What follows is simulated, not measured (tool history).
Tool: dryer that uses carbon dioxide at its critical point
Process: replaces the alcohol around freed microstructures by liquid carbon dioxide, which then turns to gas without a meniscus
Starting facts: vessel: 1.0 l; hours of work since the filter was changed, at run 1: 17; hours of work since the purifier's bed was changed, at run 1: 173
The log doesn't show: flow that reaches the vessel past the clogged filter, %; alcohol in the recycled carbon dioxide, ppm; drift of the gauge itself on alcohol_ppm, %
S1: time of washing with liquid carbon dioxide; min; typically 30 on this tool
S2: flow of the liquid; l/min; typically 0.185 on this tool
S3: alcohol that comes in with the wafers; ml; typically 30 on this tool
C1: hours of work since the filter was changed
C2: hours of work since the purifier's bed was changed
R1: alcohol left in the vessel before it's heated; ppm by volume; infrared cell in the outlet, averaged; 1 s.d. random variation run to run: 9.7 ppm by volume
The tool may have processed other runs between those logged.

run,hour,S1,S2,S3,C1,C2,R1
1,0.0,30,0.185,30,17,173,613
2,4.7,30,0.185,30,20,177,634
3,15.5,30,0.185,30,28,184,622
4,24.3,30,0.185,73,34,191,1405
5,32.1,30,0.185,73,40,196,1436
6,37.6,30,0.185,73,43,200,1478
7,48.0,30,0.185,73,51,208,1444
8,55.5,30,0.185,73,56,213,1414
9,61.6,30,0.185,73,60,217,1450
10,71.7,30,0.185,73,68,224,1488
11,81.9,24,0.185,68,75,232,2891
12,90.7,24,0.185,68,81,238,2935
13,100.9,24,0.185,68,88,245,2885
14,109.5,33,0.117,41,95,251,2936
15,120.1,30,0.275,30,102,259,161
16,127.0,30,0.258,100,107,264,448
17,137.0,20,0.185,105,114,271,7859
18,146.0,20,0.185,105,120,277,7646

Some steps in R1 between neighbouring runs. How much of each would the tool show without its hidden state too (settings, what came in, random variation), and how much is left for the hidden state, with any gauge scatter that isn't in both results?
Run 16 -> 17: S1 30 -> 20, S2 0.258 -> 0.185, S3 100 -> 105. R1 +7411 ppm by volume: hidden state +250, all else +7161.

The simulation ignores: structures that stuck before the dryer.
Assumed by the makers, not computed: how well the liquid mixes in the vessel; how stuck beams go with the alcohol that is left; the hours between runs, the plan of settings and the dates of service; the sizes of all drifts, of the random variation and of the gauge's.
